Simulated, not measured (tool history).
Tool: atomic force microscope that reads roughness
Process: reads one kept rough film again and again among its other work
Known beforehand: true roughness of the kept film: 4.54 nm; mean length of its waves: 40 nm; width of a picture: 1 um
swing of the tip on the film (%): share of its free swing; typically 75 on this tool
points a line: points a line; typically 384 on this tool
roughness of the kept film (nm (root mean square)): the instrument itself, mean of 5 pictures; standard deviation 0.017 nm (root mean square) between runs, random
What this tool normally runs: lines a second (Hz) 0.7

run	hour	lines a second (Hz)	swing of the tip on the film (%)	points a line	roughness of the kept film (nm (root mean square))
1	0	0.7	75	384	4.207
# hour 4.9: new tip fitted
2	30.8	0.7	75	384	4.218
3	62.6	0.7	75	384	4.21
4	89.5	0.714	75	384	4.218
# hour 96.9: new tip fitted
5	121.4	0.714	75	384	4.216
6	175.5	0.714	75	384	4.226
# hour 188.1: new tip fitted
7	218.1	1.16	75	384	4.186
8	260.4	1.16	75	384	4.165
# hour 279.9: new tip fitted
9	319.5	0.637	78	597	4.218
10	365.3	2.441	75	284	3.992
# hour 371.9: new tip fitted
11	417.3	2.441	75	284	4.02
12	457.8	2.695	89	441	3.797
# hour 463.4: new tip fitted
13	490.8	2.655	75	517	4.035
14	525.3	1.294	72	384	4.184
# hour 552.8: new tip fitted
15	584.8	0.624	90	384	4.163
16	630.9	2.042	82	468	3.984

Below are 5 alternative next runs, each starting from the tool's condition after run 16. Predict each:
# hour 642.2: new tip fitted
A	690.4	0.954	75	384	?
# hour 642.2: new tip fitted
B	690.4	3.646	75	384	?
# hour 642.2: new tip fitted
C	690.4	1.542	77	469	?
# hour 642.2: new tip fitted
D	690.4	1.524	57	397	?
# hour 642.2: new tip fitted
E	690.4	1.353	66	364	?

run	roughness of the kept film (nm (root mean square))
A	4.174
B	3.938
C	4.14
D	4.241
E	4.174
Had the tool no hidden state, the same runs would have come out as:
run	roughness of the kept film (nm (root mean square))
A	4.178
B	3.942
C	4.144
D	4.245
E	4.178

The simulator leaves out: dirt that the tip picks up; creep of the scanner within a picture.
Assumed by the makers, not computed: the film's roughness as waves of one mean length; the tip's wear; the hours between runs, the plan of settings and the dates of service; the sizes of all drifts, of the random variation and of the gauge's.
